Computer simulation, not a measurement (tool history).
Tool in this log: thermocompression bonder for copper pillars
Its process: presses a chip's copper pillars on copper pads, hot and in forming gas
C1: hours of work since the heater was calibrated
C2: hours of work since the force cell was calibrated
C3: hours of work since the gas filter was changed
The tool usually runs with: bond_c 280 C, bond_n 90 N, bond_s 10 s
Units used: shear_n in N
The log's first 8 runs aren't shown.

{"run": 9, "day": 11.188, "bond_c": 254, "bond_n": 90, "bond_s": 10, "C1": 95, "C2": 202, "C3": 382, "shear_n": 48.5}
{"run": 10, "day": 12.079, "bond_c": 254, "bond_n": 90, "bond_s": 10, "C1": 111, "C2": 218, "C3": 398, "shear_n": 49.2}
{"run": 11, "day": 13.629, "bond_c": 254, "bond_n": 90, "bond_s": 10, "C1": 140, "C2": 247, "C3": 426, "shear_n": 48.4}
{"day": 14.308, "done": "forming gas filter changed"}
{"run": 12, "day": 14.962, "bond_c": 280, "bond_n": 84, "bond_s": 10, "C1": 164, "C2": 271, "C3": 12, "shear_n": 66.7}
{"run": 13, "day": 16.133, "bond_c": 280, "bond_n": 84, "bond_s": 10, "C1": 185, "C2": 292, "C3": 33, "shear_n": 67.3}
{"run": 14, "day": 17.488, "bond_c": 268, "bond_n": 90, "bond_s": 10, "C1": 210, "C2": 316, "C3": 58, "shear_n": 63.6}
{"run": 15, "day": 18.5, "bond_c": 277, "bond_n": 90, "bond_s": 10, "C1": 228, "C2": 335, "C3": 76, "shear_n": 69}
{"run": 16, "day": 19.5, "bond_c": 280, "bond_n": 90, "bond_s": 10, "C1": 246, "C2": 353, "C3": 94, "shear_n": 70.7}
{"run": 17, "day": 20.604, "bond_c": 280, "bond_n": 90, "bond_s": 10, "C1": 266, "C2": 373, "C3": 115, "shear_n": 70.2}
{"run": 18, "day": 21.596, "bond_c": 280, "bond_n": 90, "bond_s": 10, "C1": 284, "C2": 391, "C3": 133, "shear_n": 69.9}
{"run": 19, "day": 23.404, "bond_c": 280, "bond_n": 90, "bond_s": 10, "C1": 317, "C2": 424, "C3": 166, "shear_n": 70}
{"run": 20, "day": 25.125, "bond_c": 271, "bond_n": 95, "bond_s": 23, "C1": 349, "C2": 455, "C3": 197, "shear_n": 88.6}
{"run": 21, "day": 25.975, "bond_c": 271, "bond_n": 95, "bond_s": 23, "C1": 364, "C2": 471, "C3": 212, "shear_n": 87.6}
{"run": 22, "day": 27.058, "bond_c": 271, "bond_n": 95, "bond_s": 23, "C1": 384, "C2": 491, "C3": 232, "shear_n": 87.6}
{"run": 23, "day": 28.65, "bond_c": 251, "bond_n": 94, "bond_s": 7, "C1": 413, "C2": 520, "C3": 261, "shear_n": 44.2}
{"run": 24, "day": 29.954, "bond_c": 273, "bond_n": 94, "bond_s": 7, "C1": 437, "C2": 543, "C3": 285, "shear_n": 57.8}
{"run": 25, "day": 30.925, "bond_c": 281, "bond_n": 90, "bond_s": 18, "C1": 454, "C2": 561, "C3": 302, "shear_n": 82.6}
{"run": 26, "day": 32.158, "bond_c": 281, "bond_n": 90, "bond_s": 18, "C1": 477, "C2": 584, "C3": 325, "shear_n": 81.8}
{"run": 27, "day": 33.417, "bond_c": 280, "bond_n": 61, "bond_s": 6, "C1": 500, "C2": 606, "C3": 348, "shear_n": 35.7}
{"run": 28, "day": 35.125, "bond_c": 255, "bond_n": 61, "bond_s": 20, "C1": 531, "C2": 638, "C3": 379, "shear_n": 42.5}
{"run": 29, "day": 36.525, "bond_c": 280, "bond_n": 90, "bond_s": 8, "C1": 556, "C2": 663, "C3": 404, "shear_n": 60.3}
{"run": 30, "day": 37.796, "bond_c": 280, "bond_n": 90, "bond_s": 8, "C1": 579, "C2": 686, "C3": 428, "shear_n": 60.1}
{"day": 38.4, "done": "forming gas filter changed"}
{"run": 31, "day": 38.692, "bond_c": 296, "bond_n": 90, "bond_s": 10, "C1": 595, "C2": 702, "C3": 5, "shear_n": 83.8}
{"run": 32, "day": 40.271, "bond_c": 296, "bond_n": 90, "bond_s": 10, "C1": 624, "C2": 731, "C3": 34, "shear_n": 83.7}
{"run": 33, "day": 41.625, "bond_c": 250, "bond_n": 116, "bond_s": 11, "C1": 649, "C2": 755, "C3": 59, "shear_n": 69.5}

Estimate the outcome of run 34 from the log above:
{"run": 34, "day": 43.238, "bond_c": 250, "bond_n": 116, "bond_s": 11, "C1": 678, "C2": 785, "C3": 88, "shear_n": "?"}

Logged for run 34: shear_n 69.8 N.
Minus the tool's unlogged condition, the same run would have read shear_n 70.1 N.

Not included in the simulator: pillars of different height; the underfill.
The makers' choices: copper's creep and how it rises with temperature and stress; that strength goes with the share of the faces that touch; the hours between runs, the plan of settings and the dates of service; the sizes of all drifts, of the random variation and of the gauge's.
